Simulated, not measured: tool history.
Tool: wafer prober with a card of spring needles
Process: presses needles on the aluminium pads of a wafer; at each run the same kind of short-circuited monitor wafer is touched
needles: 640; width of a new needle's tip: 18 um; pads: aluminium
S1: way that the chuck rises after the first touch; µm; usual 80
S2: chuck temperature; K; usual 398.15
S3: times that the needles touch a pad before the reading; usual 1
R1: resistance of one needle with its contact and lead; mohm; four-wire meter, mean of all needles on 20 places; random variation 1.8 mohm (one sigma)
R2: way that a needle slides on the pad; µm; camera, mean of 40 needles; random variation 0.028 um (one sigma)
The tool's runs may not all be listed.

run	hour	S1	S2	S3	R1	R2
1	0.0	80	398.15	1	217	11.58
# hour 2.0: tips cleaned on abrasive film
# hour 10.6: tips cleaned on abrasive film
# hour 19.2: tips cleaned on abrasive film
2	23.7	80	398.15	1	214	11.54
# hour 27.5: tips cleaned on abrasive film
# hour 36.1: tips cleaned on abrasive film
3	36.9	80	398.15	1	201	11.50
# hour 39.1: height of the first contact set anew
# hour 45.2: tips cleaned on abrasive film
4	49.4	80	398.15	1	209	11.81
# hour 52.9: tips cleaned on abrasive film
# hour 61.6: tips cleaned on abrasive film
# hour 69.5: tips cleaned on abrasive film
5	69.5	80	398.15	1	192	11.71
# hour 78.3: tips cleaned on abrasive film
# hour 86.7: tips cleaned on abrasive film
6	91.9	80	383.15	1	212	11.61
# hour 95.7: tips cleaned on abrasive film
# hour 103.2: tips cleaned on abrasive film
7	107.0	91	366.15	1	197	13.24
# hour 110.8: tips cleaned on abrasive film
# hour 119.4: tips cleaned on abrasive film
# hour 128.4: tips cleaned on abrasive film
8	132.7	80	372.15	1	206	11.59
# hour 136.4: tips cleaned on abrasive film
# hour 144.4: tips cleaned on abrasive film
9	145.4	80	398.15	1	205	11.59

Run 10 comes next. What will it give?
# hour 153.3: tips cleaned on abrasive film
# hour 159.5: height of the first contact set anew
# hour 161.2: tips cleaned on abrasive film
10	164.5	80	398.15	1	?	?

Run 10 gave R1 206 mohm, R2 11.73 µm.
Without the tool's hidden state the same run would have given R1 189 mohm, R2 11.74 µm.
